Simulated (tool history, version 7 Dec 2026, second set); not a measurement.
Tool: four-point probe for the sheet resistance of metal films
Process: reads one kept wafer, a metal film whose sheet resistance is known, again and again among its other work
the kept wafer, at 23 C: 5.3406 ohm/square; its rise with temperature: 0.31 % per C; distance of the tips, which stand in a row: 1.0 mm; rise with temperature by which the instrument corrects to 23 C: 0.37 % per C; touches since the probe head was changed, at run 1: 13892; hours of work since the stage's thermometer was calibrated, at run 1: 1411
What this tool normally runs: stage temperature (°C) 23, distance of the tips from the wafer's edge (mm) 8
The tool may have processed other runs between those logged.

run   hour  stage temperature (°C)  distance of the tips from the wafer's edge (mm)  touches since the probe head was changed  hours of work since the stage's thermometer was calibrated  sheet resistance as the instrument gives it (ohm/square)
  1    0.0                      23                                                8                                     13892                                                        1411                                                  5.384800
  2   22.1                      23                                                8                                     14359                                                        1428                                                  5.385470
  3   34.6                      23                                                7                                     14623                                                        1438                                                  5.399051
  4   53.6                      23                                                7                                     15022                                                        1452                                                  5.397977
  5   73.9                      23                                                7                                     15451                                                        1468                                                  5.399840
  6   95.4                      23                                                7                                     15905                                                        1484                                                  5.399119
  7  115.5                      23                                                7                                     16329                                                        1500                                                  5.399145
  8  126.3                      20                                                7                                     16557                                                        1508                                                  5.407539
  9  145.1                      23                                               15                                     16952                                                        1522                                                  5.353513
 10  166.5                      23                                               15                                     17404                                                        1539                                                  5.352230

4 ways to go on from here, each from the tool as it stands after run 10. What would each give?
  A  189.0                      22                                                8                                     17878                                                        1556                                                         ?
  B  189.0                      34                                                4                                     17878                                                        1556                                                         ?
  C  189.0                      26                                                7                                     17878                                                        1556                                                         ?
  D  189.0                      28                                               42                                     17878                                                        1556                                                         ?

run  sheet resistance as the instrument gives it (ohm/square)
  A                                                  5.388081
  B                                                  5.479837
  C                                                  5.389504
  D                                                  5.327618
With the hidden condition removed and each run's random variation left untouched, the same runs would have given:
run  sheet resistance as the instrument gives it (ohm/square)
  A                                                  5.388001
  B                                                  5.479759
  C                                                  5.389426
  D                                                  5.327540
